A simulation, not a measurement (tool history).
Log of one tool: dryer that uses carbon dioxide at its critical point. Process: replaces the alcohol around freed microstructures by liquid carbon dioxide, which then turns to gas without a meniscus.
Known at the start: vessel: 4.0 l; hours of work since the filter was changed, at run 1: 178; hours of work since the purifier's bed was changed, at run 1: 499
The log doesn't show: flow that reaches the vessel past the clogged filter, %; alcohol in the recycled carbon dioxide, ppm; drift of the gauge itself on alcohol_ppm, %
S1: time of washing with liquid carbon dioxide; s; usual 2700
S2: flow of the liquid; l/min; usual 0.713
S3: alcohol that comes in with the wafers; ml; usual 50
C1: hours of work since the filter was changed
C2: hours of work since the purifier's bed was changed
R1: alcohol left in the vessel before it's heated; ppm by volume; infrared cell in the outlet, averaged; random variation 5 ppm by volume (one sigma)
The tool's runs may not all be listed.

run	hour	S1	S2	S3	C1	C2	R1
1	0.0	2700	0.713	50	178	499	110
2	18.7	2700	0.713	50	186	507	110
3	48.0	3540	0.713	50	199	520	102
4	64.4	2700	0.713	50	206	527	124
5	92.5	2700	0.713	50	218	539	117
6	120.9	2700	0.713	76	230	551	123
7	145.6	2700	0.713	50	241	562	106
8	175.6	2700	0.713	50	254	575	119
9	189.4	2700	0.713	50	260	581	125
10	220.0	2700	0.713	50	273	594	125
11	236.1	2700	0.713	50	280	601	127
12	263.3	2700	0.713	50	292	613	131
13	277.3	2700	0.713	50	298	619	131
14	295.1	2700	0.713	72	306	627	141
15	309.7	2700	0.713	72	312	633	136
16	340.1	2640	0.827	79	325	647	130
17	372.8	2640	0.827	79	339	661	136
18	389.2	4140	0.755	50	347	668	118
19	404.9	1680	0.832	50	353	675	235
20	420.8	1680	0.832	50	360	682	242
21	438.1	2940	0.713	84	368	689	137
22	457.3	2940	0.713	84	376	697	140
23	474.3	2940	0.713	84	384	705	146
24	505.5	2940	0.520	84	397	718	286
25	528.9	2940	0.520	84	407	729	290
26	556.4	2700	0.713	21	419	740	141
27	572.2	4200	0.639	52	426	747	133

4 ways to go on from here, each from the tool as it stands after run 27. What would each give?
A	599.3	2700	0.713	39	438	759	?
B	599.3	4200	0.639	68	438	759	?
C	599.3	2640	0.639	68	438	759	?
D	599.3	2580	0.619	50	438	759	?

run	R1
A	167
B	142
C	214
D	208
Without the tool's hidden state the same runs would have given:
run	R1
A	21
B	3
C	35
D	32

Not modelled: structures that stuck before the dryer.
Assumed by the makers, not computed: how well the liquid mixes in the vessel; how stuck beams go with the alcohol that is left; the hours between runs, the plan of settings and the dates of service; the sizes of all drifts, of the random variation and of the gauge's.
